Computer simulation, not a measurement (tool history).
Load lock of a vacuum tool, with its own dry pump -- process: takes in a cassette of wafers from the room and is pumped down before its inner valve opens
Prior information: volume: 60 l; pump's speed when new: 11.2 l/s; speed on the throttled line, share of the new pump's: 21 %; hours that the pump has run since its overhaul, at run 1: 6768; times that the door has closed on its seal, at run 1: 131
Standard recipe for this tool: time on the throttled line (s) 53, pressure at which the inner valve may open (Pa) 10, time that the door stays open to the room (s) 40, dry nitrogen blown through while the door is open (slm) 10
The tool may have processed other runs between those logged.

run,hour,time on the throttled line (s),pressure at which the inner valve may open (Pa),time that the door stays open to the room (s),dry nitrogen blown through while the door is open (slm),hours that the pump has run since its overhaul,times that the door has closed on its seal,"incoming humidity of the room's air, %",time from the closed door until the inner valve may open (s),rise of the pressure with all valves shut (Pa/min)
1,0.0,53,10,40,10,6768,131,45.4,92.1,0.028
2,221.1,53,10,40,10,6989,495,45.0,92.1,0.027
3,401.5,53,10,40,10,7169,792,46.8,91.7,0.031
4,625.0,53,10,40,10,7392,1159,45.2,91.2,0.032
5,808.6,53,10,40,10,7576,1462,46.2,93.4,0.033
6,1023.5,53,10,40,10,7791,1815,43.9,91.7,0.035
7,1138.1,53,10,40,7,7906,2004,44.3,92.7,0.033
8,1357.2,53,10,40,7,8125,2365,43.6,92.0,0.035
9,1550.8,53,10,32,10,8318,2683,46.8,92.7,0.030
10,1690.8,53,10,216,10,8458,2914,46.0,92.1,0.072
11,1866.9,53,10,40,13,8634,3203,48.4,91.8,0.025
12,1981.2,53,10,46,13,8749,3392,45.5,91.6,0.026
13,2235.3,53,20,40,10,9003,3810,43.9,87.5,0.029
14,2397.8,53,20,40,10,9165,4077,46.2,88.0,0.027
15,2622.3,53,20,40,10,9390,4447,43.9,88.0,0.027
16,2776.5,53,20,40,10,9544,4701,46.4,88.4,0.031
17,3007.8,53,20,40,10,9775,5081,44.8,88.1,0.025
18,3167.5,53,20,40,10,9935,5344,44.8,88.0,0.033
19,3405.7,53,20,191,10,10173,5736,43.6,89.2,0.064

The next listed run, before its measurement:
20,3533.3,53,10,30,10,10301,5946,43.5,?,?

Run 20 gave time from the closed door until the inner valve may open (s) 90.7, rise of the pressure with all valves shut (Pa/min) 0.032.
Without the tool's hidden state the same run would have given time from the closed door until the inner valve may open (s) 90.7, rise of the pressure with all valves shut (Pa/min) 0.031.
